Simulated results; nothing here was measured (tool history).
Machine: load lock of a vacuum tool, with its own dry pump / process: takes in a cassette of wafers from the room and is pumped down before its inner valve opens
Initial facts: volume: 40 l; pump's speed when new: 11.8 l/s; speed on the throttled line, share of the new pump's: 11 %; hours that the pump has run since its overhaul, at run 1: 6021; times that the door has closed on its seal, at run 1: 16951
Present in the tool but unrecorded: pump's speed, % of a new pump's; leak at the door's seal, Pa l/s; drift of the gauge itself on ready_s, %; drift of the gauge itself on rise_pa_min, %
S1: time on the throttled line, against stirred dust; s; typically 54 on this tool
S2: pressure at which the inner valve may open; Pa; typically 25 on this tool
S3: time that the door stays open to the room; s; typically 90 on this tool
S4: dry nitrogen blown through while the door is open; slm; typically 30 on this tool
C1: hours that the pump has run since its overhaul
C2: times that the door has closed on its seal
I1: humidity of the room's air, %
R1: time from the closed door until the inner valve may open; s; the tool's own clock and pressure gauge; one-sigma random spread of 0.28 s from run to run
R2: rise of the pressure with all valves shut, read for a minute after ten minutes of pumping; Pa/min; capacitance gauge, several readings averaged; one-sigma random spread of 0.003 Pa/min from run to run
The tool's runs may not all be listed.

run 1 hour=0.0 | S1=54 S2=25 S3=90 S4=30 | C1=6021 C2=16951 | I1=43.8 | R1=76.4 R2=0.032
run 2 hour=62.1 | S1=54 S2=25 S3=90 S4=30 | C1=6083 C2=17220 | I1=46.7 | R1=76.0 R2=0.036
run 3 hour=130.1 | S1=54 S2=25 S3=90 S4=30 | C1=6151 C2=17516 | I1=45.5 | R1=76.0 R2=0.034
run 4 hour=232.7 | S1=30 S2=25 S3=90 S4=30 | C1=6254 C2=17962 | I1=44.3 | R1=55.4 R2=0.028
run 5 hour=299.6 | S1=30 S2=25 S3=90 S4=30 | C1=6321 C2=18253 | I1=46.7 | R1=54.9 R2=0.027
run 6 hour=382.1 | S1=30 S2=25 S3=61 S4=30 | C1=6403 C2=18611 | I1=42.1 | R1=54.8 R2=0.023
run 7 hour=470.1 | S1=30 S2=25 S3=61 S4=30 | C1=6491 C2=18994 | I1=46.7 | R1=55.3 R2=0.023
run 8 hour=532.7 | S1=30 S2=25 S3=61 S4=30 | C1=6554 C2=19266 | I1=47.3 | R1=55.0 R2=0.028
run 9 hour=598.1 | S1=30 S2=25 S3=61 S4=30 | C1=6619 C2=19550 | I1=44.9 | R1=55.2 R2=0.025
run 10 hour=683.0 | S1=54 S2=25 S3=172 S4=30 | C1=6704 C2=19919 | I1=47.6 | R1=76.0 R2=0.049
run 11 hour=728.5 | S1=54 S2=25 S3=90 S4=30 | C1=6750 C2=20117 | I1=44.6 | R1=76.1 R2=0.031
run 12 hour=792.4 | S1=39 S2=43 S3=154 S4=26 | C1=6813 C2=20395 | I1=48.7 | R1=61.1 R2=0.048
run 13 hour=892.5 | S1=32 S2=25 S3=131 S4=5 | C1=6914 C2=20829 | I1=42.7 | R1=56.9 R2=0.067
run 14 hour=961.4 | S1=54 S2=25 S3=90 S4=20 | C1=6982 C2=21129 | I1=43.1 | R1=76.3 R2=0.032
run 15 hour=1029.7 | S1=54 S2=40 S3=90 S4=12 | C1=7051 C2=21426 | I1=45.8 | R1=74.8 R2=0.047
run 16 hour=1125.6 | S1=34 S2=40 S3=33 S4=13 | C1=7147 C2=21843 | I1=44.9 | R1=57.4 R2=0.024
run 17 hour=1206.6 | S1=54 S2=25 S3=90 S4=45 | C1=7228 C2=22195 | I1=43.0 | R1=76.6 R2=0.024
run 18 hour=1272.6 | S1=54 S2=25 S3=90 S4=45 | C1=7294 C2=22481 | I1=47.5 | R1=76.7 R2=0.022
run 19 hour=1374.8 | S1=54 S2=25 S3=90 S4=45 | C1=7396 C2=22925 | I1=47.7 | R1=76.1 R2=0.030
run 20 hour=1472.0 | S1=89 S2=25 S3=29 S4=5 | C1=7493 C2=23348 | I1=41.0 | R1=107.8 R2=0.021
run 21 hour=1522.3 | S1=54 S2=50 S3=41 S4=8 | C1=7543 C2=23567 | I1=42.8 | R1=73.7 R2=0.030
run 22 hour=1579.9 | S1=47 S2=25 S3=90 S4=7 | C1=7601 C2=23817 | I1=45.4 | R1=69.7 R2=0.044

Below are 5 alternative next runs, each starting from the tool's condition after run 22. Predict each:
run A hour=1637.2 | S1=82 S2=25 S3=90 S4=20 | C1=7658 C2=24066 | I1=48.9 | R1=? R2=?
run B hour=1637.2 | S1=47 S2=25 S3=228 S4=7 | C1=7658 C2=24066 | I1=44.9 | R1=? R2=?
run C hour=1637.2 | S1=49 S2=25 S3=130 S4=30 | C1=7658 C2=24066 | I1=46.0 | R1=? R2=?
run D hour=1637.2 | S1=33 S2=25 S3=90 S4=7 | C1=7658 C2=24066 | I1=42.8 | R1=? R2=?
run E hour=1637.2 | S1=50 S2=25 S3=90 S4=30 | C1=7658 C2=24066 | I1=45.1 | R1=? R2=?

run=A R1=101.0 R2=0.042
run=B R1=70.2 R2=0.094
run=C R1=72.0 R2=0.046
run=D R1=57.9 R2=0.055
run=E R1=72.8 R2=0.033
What these runs would have given with no unlogged condition in the tool:
run=A R1=101.0 R2=0.042
run=B R1=70.2 R2=0.094
run=C R1=71.9 R2=0.045
run=D R1=57.9 R2=0.054
run=E R1=72.8 R2=0.032
